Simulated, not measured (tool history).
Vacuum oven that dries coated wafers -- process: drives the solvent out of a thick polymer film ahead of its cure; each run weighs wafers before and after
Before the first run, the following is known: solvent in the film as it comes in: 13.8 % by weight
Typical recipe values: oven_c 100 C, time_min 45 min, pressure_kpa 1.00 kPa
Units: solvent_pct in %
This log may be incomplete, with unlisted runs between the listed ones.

run 1 hour=0.0 | oven_c=100 time_min=45 pressure_kpa=1.00 | solvent_pct=3.80
-- hour=24.9 oven's thermocouples calibrated
run 2 hour=74.3 | oven_c=100 time_min=45 pressure_kpa=1.00 | solvent_pct=3.75
run 3 hour=185.8 | oven_c=100 time_min=45 pressure_kpa=1.00 | solvent_pct=3.70
run 4 hour=261.1 | oven_c=100 time_min=36 pressure_kpa=1.00 | solvent_pct=4.56
run 5 hour=365.9 | oven_c=100 time_min=36 pressure_kpa=1.00 | solvent_pct=4.65
run 6 hour=429.9 | oven_c=100 time_min=36 pressure_kpa=1.00 | solvent_pct=4.62
run 7 hour=530.3 | oven_c=100 time_min=36 pressure_kpa=1.00 | solvent_pct=4.58
run 8 hour=647.7 | oven_c=100 time_min=36 pressure_kpa=1.00 | solvent_pct=4.61
run 9 hour=695.5 | oven_c=100 time_min=45 pressure_kpa=1.00 | solvent_pct=3.98
run 10 hour=766.3 | oven_c=100 time_min=45 pressure_kpa=1.00 | solvent_pct=3.93
run 11 hour=838.8 | oven_c=100 time_min=45 pressure_kpa=2.63 | solvent_pct=5.51
run 12 hour=907.1 | oven_c=100 time_min=45 pressure_kpa=2.63 | solvent_pct=5.59
run 13 hour=980.4 | oven_c=100 time_min=35 pressure_kpa=2.63 | solvent_pct=6.38
run 14 hour=1098.1 | oven_c=100 time_min=35 pressure_kpa=2.63 | solvent_pct=6.51
run 15 hour=1210.4 | oven_c=100 time_min=35 pressure_kpa=2.63 | solvent_pct=6.43
run 16 hour=1302.9 | oven_c=103 time_min=45 pressure_kpa=1.00 | solvent_pct=3.52
run 17 hour=1380.1 | oven_c=91 time_min=45 pressure_kpa=1.00 | solvent_pct=6.60
run 18 hour=1495.2 | oven_c=91 time_min=45 pressure_kpa=1.00 | solvent_pct=6.56
run 19 hour=1579.6 | oven_c=91 time_min=45 pressure_kpa=1.00 | solvent_pct=6.64
-- hour=1598.4 vacuum gauge cleaned of residue and calibrated
run 20 hour=1679.1 | oven_c=91 time_min=45 pressure_kpa=1.00 | solvent_pct=5.86
run 21 hour=1736.6 | oven_c=100 time_min=25 pressure_kpa=1.00 | solvent_pct=5.84
run 22 hour=1831.2 | oven_c=100 time_min=25 pressure_kpa=1.00 | solvent_pct=5.87
run 23 hour=1900.0 | oven_c=100 time_min=41 pressure_kpa=1.00 | solvent_pct=4.03
run 24 hour=1969.6 | oven_c=100 time_min=41 pressure_kpa=1.00 | solvent_pct=4.10
run 25 hour=2034.5 | oven_c=111 time_min=45 pressure_kpa=1.66 | solvent_pct=2.11
-- hour=2115.5 oven's thermocouples calibrated
run 26 hour=2141.7 | oven_c=111 time_min=45 pressure_kpa=1.66 | solvent_pct=1.88
run 27 hour=2240.6 | oven_c=111 time_min=45 pressure_kpa=1.66 | solvent_pct=1.94
run 28 hour=2324.3 | oven_c=93 time_min=45 pressure_kpa=1.66 | solvent_pct=5.88
run 29 hour=2407.7 | oven_c=99 time_min=72 pressure_kpa=0.57 | solvent_pct=1.90
run 30 hour=2511.3 | oven_c=99 time_min=72 pressure_kpa=1.38 | solvent_pct=2.88
run 31 hour=2628.1 | oven_c=114 time_min=47 pressure_kpa=3.01 | solvent_pct=2.62
run 32 hour=2705.7 | oven_c=97 time_min=45 pressure_kpa=1.00 | solvent_pct=4.34
run 33 hour=2801.3 | oven_c=97 time_min=76 pressure_kpa=2.66 | solvent_pct=4.73
run 34 hour=2863.8 | oven_c=100 time_min=31 pressure_kpa=1.00 | solvent_pct=4.96
run 35 hour=2954.4 | oven_c=100 time_min=47 pressure_kpa=1.00 | solvent_pct=3.51
run 36 hour=3030.9 | oven_c=100 time_min=47 pressure_kpa=1.00 | solvent_pct=3.58
run 37 hour=3095.5 | oven_c=108 time_min=29 pressure_kpa=3.73 | solvent_pct=5.30
run 38 hour=3168.0 | oven_c=88 time_min=66 pressure_kpa=3.73 | solvent_pct=9.39

Consider 3 possible next runs. They are alternatives, not a sequence: every one starts from the tool as it was left by run 38. What does each give?
run A hour=3243.4 | oven_c=101 time_min=45 pressure_kpa=1.00 | solvent_pct=?
run B hour=3243.4 | oven_c=88 time_min=49 pressure_kpa=3.73 | solvent_pct=?
run C hour=3243.4 | oven_c=110 time_min=75 pressure_kpa=1.00 | solvent_pct=?

run=A solvent_pct=3.53
run=B solvent_pct=9.90
run=C solvent_pct=1.26
Without the tool's hidden state the same runs would have given:
run=A solvent_pct=2.93
run=B solvent_pct=9.13
run=C solvent_pct=0.86

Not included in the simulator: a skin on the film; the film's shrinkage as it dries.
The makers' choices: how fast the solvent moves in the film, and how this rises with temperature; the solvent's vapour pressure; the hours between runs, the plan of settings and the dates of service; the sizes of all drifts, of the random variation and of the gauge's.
